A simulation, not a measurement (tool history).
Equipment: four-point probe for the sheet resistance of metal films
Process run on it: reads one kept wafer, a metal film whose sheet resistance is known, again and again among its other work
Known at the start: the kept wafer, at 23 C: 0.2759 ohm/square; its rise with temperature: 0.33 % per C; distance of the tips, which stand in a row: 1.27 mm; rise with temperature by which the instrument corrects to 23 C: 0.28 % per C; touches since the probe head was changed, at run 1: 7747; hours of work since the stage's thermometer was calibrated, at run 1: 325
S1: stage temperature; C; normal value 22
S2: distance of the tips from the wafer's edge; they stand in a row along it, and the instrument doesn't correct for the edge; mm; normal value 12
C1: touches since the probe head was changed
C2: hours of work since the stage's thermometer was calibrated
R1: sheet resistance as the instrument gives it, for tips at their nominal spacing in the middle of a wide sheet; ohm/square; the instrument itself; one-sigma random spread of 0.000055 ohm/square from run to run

{"run": 1, "hour": 0.0, "S1": 22, "S2": 12, "C1": 7747, "C2": 325, "R1": 0.275742}
{"run": 2, "hour": 16.9, "S1": 22, "S2": 12, "C1": 7952, "C2": 334, "R1": 0.275633}
{"run": 3, "hour": 28.7, "S1": 22, "S2": 12, "C1": 8095, "C2": 340, "R1": 0.275699}
{"run": 4, "hour": 47.2, "S1": 22, "S2": 12, "C1": 8321, "C2": 349, "R1": 0.275751}
{"run": 5, "hour": 57.3, "S1": 22, "S2": 12, "C1": 8443, "C2": 354, "R1": 0.275704}
{"run": 6, "hour": 67.6, "S1": 23, "S2": 12, "C1": 8568, "C2": 360, "R1": 0.275849}
{"run": 7, "hour": 84.4, "S1": 22, "S2": 47, "C1": 8772, "C2": 368, "R1": 0.274114}
{"run": 8, "hour": 101.5, "S1": 18, "S2": 47, "C1": 8979, "C2": 377, "R1": 0.273593}
{"run": 9, "hour": 121.2, "S1": 22, "S2": 12, "C1": 9220, "C2": 387, "R1": 0.275718}
{"run": 10, "hour": 132.3, "S1": 22, "S2": 32, "C1": 9355, "C2": 393, "R1": 0.274387}
{"run": 11, "hour": 148.6, "S1": 22, "S2": 12, "C1": 9553, "C2": 401, "R1": 0.27566}
{"run": 12, "hour": 170.3, "S1": 33, "S2": 12, "C1": 9816, "C2": 412, "R1": 0.27726}
{"run": 13, "hour": 190.7, "S1": 33, "S2": 12, "C1": 10064, "C2": 422, "R1": 0.277245}
{"run": 14, "hour": 212.0, "S1": 33, "S2": 12, "C1": 10322, "C2": 433, "R1": 0.277322}
{"run": 15, "hour": 234.2, "S1": 33, "S2": 12, "C1": 10592, "C2": 444, "R1": 0.2773}
{"run": 16, "hour": 245.4, "S1": 32, "S2": 12, "C1": 10728, "C2": 450, "R1": 0.277175}
{"run": 17, "hour": 260.4, "S1": 29, "S2": 41, "C1": 10910, "C2": 458, "R1": 0.275268}
{"run": 18, "hour": 274.6, "S1": 23, "S2": 13, "C1": 11083, "C2": 465, "R1": 0.275605}
{"run": 19, "hour": 286.4, "S1": 23, "S2": 13, "C1": 11226, "C2": 471, "R1": 0.275576}
{"run": 20, "hour": 306.1, "S1": 26, "S2": 21, "C1": 11466, "C2": 481, "R1": 0.275185}
{"run": 21, "hour": 322.0, "S1": 22, "S2": 9, "C1": 11659, "C2": 489, "R1": 0.277059}

Run 22 is up next; what results do you expect?
{"run": 22, "hour": 342.4, "S1": 33, "S2": 6, "C1": 11907, "C2": 500, "R1": "?"}

R1: 0.282122 ohm/square
With the hidden condition absent and the run-to-run variation left alone, this run would have shown R1 0.283892 ohm/square.
